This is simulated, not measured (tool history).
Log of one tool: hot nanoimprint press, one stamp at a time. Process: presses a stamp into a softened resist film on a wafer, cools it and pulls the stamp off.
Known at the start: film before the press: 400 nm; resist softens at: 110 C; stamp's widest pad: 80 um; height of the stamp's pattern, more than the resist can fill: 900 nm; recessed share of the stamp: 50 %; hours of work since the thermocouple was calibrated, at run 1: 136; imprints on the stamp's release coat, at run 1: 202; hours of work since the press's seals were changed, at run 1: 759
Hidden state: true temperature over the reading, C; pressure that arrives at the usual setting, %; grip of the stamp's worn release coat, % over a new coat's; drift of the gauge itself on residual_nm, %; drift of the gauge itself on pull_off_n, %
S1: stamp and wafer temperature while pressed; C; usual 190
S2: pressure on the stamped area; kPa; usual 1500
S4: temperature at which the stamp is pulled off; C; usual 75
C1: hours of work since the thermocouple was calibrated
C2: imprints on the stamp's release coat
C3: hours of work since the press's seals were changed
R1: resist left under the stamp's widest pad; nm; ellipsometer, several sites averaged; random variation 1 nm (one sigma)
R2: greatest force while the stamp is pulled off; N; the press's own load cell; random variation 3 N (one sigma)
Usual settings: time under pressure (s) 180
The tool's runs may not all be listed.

Run 1, hour 0.0: usual settings; C1 136; C2 202; C3 759. Result: R1 183.3 nm, R2 202 N.
Run 2, hour 28.0: usual settings but S2 1750 kPa; C1 158; C2 319; C3 781. Result: R1 171.1 nm, R2 201 N.
Run 3, hour 52.5: usual settings but S1 200 C; C1 177; C2 421; C3 800. Result: R1 133.2 nm, R2 207 N.
Run 4, hour 79.0: usual settings but S1 200 C; C1 198; C2 532; C3 821. Result: R1 134.9 nm, R2 213 N.
Run 5, hour 93.1: usual settings but S1 200 C; C1 209; C2 590; C3 832. Result: R1 135.5 nm, R2 215 N.
Run 6, hour 118.3: usual settings; C1 229; C2 695; C3 851. Result: R1 185.4 nm, R2 212 N.
Run 7, hour 138.6: usual settings but S4 67 C; C1 244; C2 780; C3 867. Result: R1 189.4 nm, R2 251 N.
Run 8, hour 158.6: usual settings but S4 67 C; C1 260; C2 863; C3 883. Result: R1 189.2 nm, R2 248 N.
Run 9, hour 175.7: usual settings but S1 202 C, S2 1620 kPa, time under pressure (s) 166, S4 79 C; C1 273; C2 935; C3 896. Result: R1 127.2 nm, R2 201 N.
Run 10, hour 188.2: usual settings but S2 2170 kPa, time under pressure (s) 134; C1 283; C2 986; C3 906. Result: R1 175.2 nm, R2 221 N.
Run 11, hour 204.8: usual settings but S2 1800 kPa, time under pressure (s) 134, S4 79 C; C1 296; C2 1056; C3 919. Result: R1 190.9 nm, R2 204 N.
Run 12, hour 232.7: usual settings but S2 1800 kPa, time under pressure (s) 134, S4 79 C; C1 318; C2 1172; C3 941. Result: R1 193.6 nm, R2 213 N.
Run 13, hour 260.3: usual settings but S2 1800 kPa, time under pressure (s) 134, S4 79 C; C1 340; C2 1287; C3 962. Result: R1 192.3 nm, R2 214 N.
At hour 281.6: press's hydraulic seals changed and the load cell set to zero.
Run 14, hour 283.6: usual settings but S1 202 C, S2 970 kPa; C1 351; C2 1351; C3 2. Result: R1 158.1 nm, R2 228 N.
Run 15, hour 302.6: usual settings but S1 202 C, S2 970 kPa; C1 366; C2 1430; C3 16. Result: R1 161.4 nm, R2 232 N.
Run 16, hour 315.9: usual settings but S1 202 C, S2 970 kPa; C1 377; C2 1486; C3 27. Result: R1 158.9 nm, R2 230 N.

Forecast each of these 3 alternatives for the next run:
Run A, hour 342.7: usual settings but S4 72 C; C1 398; C2 1597; C3 48. Result: R1 ?, R2 ?.
Run B, hour 342.7: usual settings but S1 195 C, time under pressure (s) 202, S4 64 C; C1 398; C2 1597; C3 48. Result: R1 ?, R2 ?.
Run C, hour 342.7: usual settings but time under pressure (s) 220; C1 398; C2 1597; C3 48. Result: R1 ?, R2 ?.

run     R1   R2
  A  184.6  247
  B  150.7  281
  C  173.2  233
Without the tool's hidden state the same runs would have given:
run     R1   R2
  A  173.5  204
  B  141.8  233
  C  162.6  192

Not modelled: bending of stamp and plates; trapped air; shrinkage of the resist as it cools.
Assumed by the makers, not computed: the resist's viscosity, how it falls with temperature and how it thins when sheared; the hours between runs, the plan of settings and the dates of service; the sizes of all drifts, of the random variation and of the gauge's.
